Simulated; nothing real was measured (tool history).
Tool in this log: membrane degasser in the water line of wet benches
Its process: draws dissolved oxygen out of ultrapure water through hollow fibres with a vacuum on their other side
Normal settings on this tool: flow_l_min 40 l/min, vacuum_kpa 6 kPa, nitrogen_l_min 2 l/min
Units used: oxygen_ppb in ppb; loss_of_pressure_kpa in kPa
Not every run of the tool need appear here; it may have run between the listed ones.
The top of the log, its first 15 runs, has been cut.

Run 16, hour 539.1: usual settings. Result: oxygen_ppb 267.1 ppb, loss_of_pressure_kpa 35.42 kPa.
Run 17, hour 567.4: usual settings but vacuum_kpa 7.85 kPa, nitrogen_l_min 3.22 l/min. Result: oxygen_ppb 283 ppb, loss_of_pressure_kpa 35.66 kPa.
Run 18, hour 622.6: usual settings but flow_l_min 28 l/min, vacuum_kpa 3.97 kPa, nitrogen_l_min 2.23 l/min. Result: oxygen_ppb 112.2 ppb, loss_of_pressure_kpa 24.74 kPa.
Run 19, hour 662: usual settings but flow_l_min 45 l/min, vacuum_kpa 5.58 kPa. Result: oxygen_ppb 293.3 ppb, loss_of_pressure_kpa 39.73 kPa.
Run 20, hour 697.7: usual settings but flow_l_min 44 l/min, vacuum_kpa 5.58 kPa. Result: oxygen_ppb 286.9 ppb, loss_of_pressure_kpa 39.26 kPa.
Run 21, hour 722.2: usual settings but flow_l_min 44 l/min, vacuum_kpa 5.58 kPa. Result: oxygen_ppb 281 ppb, loss_of_pressure_kpa 38.93 kPa.
Run 22, hour 753: usual settings but nitrogen_l_min 0.87 l/min. Result: oxygen_ppb 389.5 ppb, loss_of_pressure_kpa 35.3 kPa.
Run 23, hour 787.3: usual settings but nitrogen_l_min 0.87 l/min. Result: oxygen_ppb 388 ppb, loss_of_pressure_kpa 35.26 kPa.
Run 24, hour 843.3: usual settings but flow_l_min 48 l/min, vacuum_kpa 11.62 kPa, nitrogen_l_min 4.49 l/min. Result: oxygen_ppb 386.8 ppb, loss_of_pressure_kpa 42.63 kPa.
Run 25, hour 886.3: usual settings but flow_l_min 48 l/min, vacuum_kpa 11.62 kPa, nitrogen_l_min 4.49 l/min. Result: oxygen_ppb 389.6 ppb, loss_of_pressure_kpa 42.31 kPa.
Run 26, hour 940.6: usual settings but flow_l_min 48 l/min, vacuum_kpa 11.62 kPa, nitrogen_l_min 4.49 l/min. Result: oxygen_ppb 389.2 ppb, loss_of_pressure_kpa 41.83 kPa.
Run 27, hour 996.9: usual settings but flow_l_min 48 l/min, vacuum_kpa 11.62 kPa, nitrogen_l_min 2.56 l/min. Result: oxygen_ppb 522.1 ppb, loss_of_pressure_kpa 42.11 kPa.
Run 28, hour 1022.5: usual settings but flow_l_min 48 l/min, vacuum_kpa 11.62 kPa, nitrogen_l_min 2.56 l/min. Result: oxygen_ppb 515.4 ppb, loss_of_pressure_kpa 42.11 kPa.
At hour 1054.4: gauge calibrated.
Run 29, hour 1056.3: usual settings but flow_l_min 48 l/min, vacuum_kpa 11.62 kPa, nitrogen_l_min 2.56 l/min. Result: oxygen_ppb 521.4 ppb, loss_of_pressure_kpa 43.04 kPa.
Run 30, hour 1091.5: usual settings but flow_l_min 48 l/min, vacuum_kpa 11.62 kPa, nitrogen_l_min 2.56 l/min. Result: oxygen_ppb 520.6 ppb, loss_of_pressure_kpa 43.22 kPa.
Run 31, hour 1129.5: usual settings but flow_l_min 37 l/min, vacuum_kpa 3.79 kPa, nitrogen_l_min 0.82 l/min. Result: oxygen_ppb 188.5 ppb, loss_of_pressure_kpa 33.49 kPa.

Consider 5 possible next runs. They are alternatives, not a sequence: every one starts from the tool as it was left by run 31. What does each give?
Run A, hour 1178.4: usual settings but flow_l_min 38 l/min, vacuum_kpa 3.79 kPa, nitrogen_l_min 0.82 l/min. Result: oxygen_ppb ?, loss_of_pressure_kpa ?.
Run B, hour 1178.4: usual settings but flow_l_min 25 l/min. Result: oxygen_ppb ?, loss_of_pressure_kpa ?.
Run C, hour 1178.4: usual settings but flow_l_min 53 l/min, vacuum_kpa 4.54 kPa, nitrogen_l_min 2.42 l/min. Result: oxygen_ppb ?, loss_of_pressure_kpa ?.
Run D, hour 1178.4: usual settings but flow_l_min 47 l/min, vacuum_kpa 3.84 kPa, nitrogen_l_min 1.21 l/min. Result: oxygen_ppb ?, loss_of_pressure_kpa ?.
Run E, hour 1178.4: usual settings but flow_l_min 42 l/min, vacuum_kpa 12.26 kPa, nitrogen_l_min 1.45 l/min. Result: oxygen_ppb ?, loss_of_pressure_kpa ?.

run  oxygen_ppb  loss_of_pressure_kpa
  A       191.3                 34.02
  B       156.3                 22.12
  C       280.3                 47.71
  D       239.5                  42.2
  E       675.5                 38.26
Without the tool's hidden state the same runs would have given:
run  oxygen_ppb  loss_of_pressure_kpa
  A       191.2                 34.13
  B       156.2                 22.18
  C       280.2                 47.85
  D       239.4                 42.33
  E       675.4                 38.38
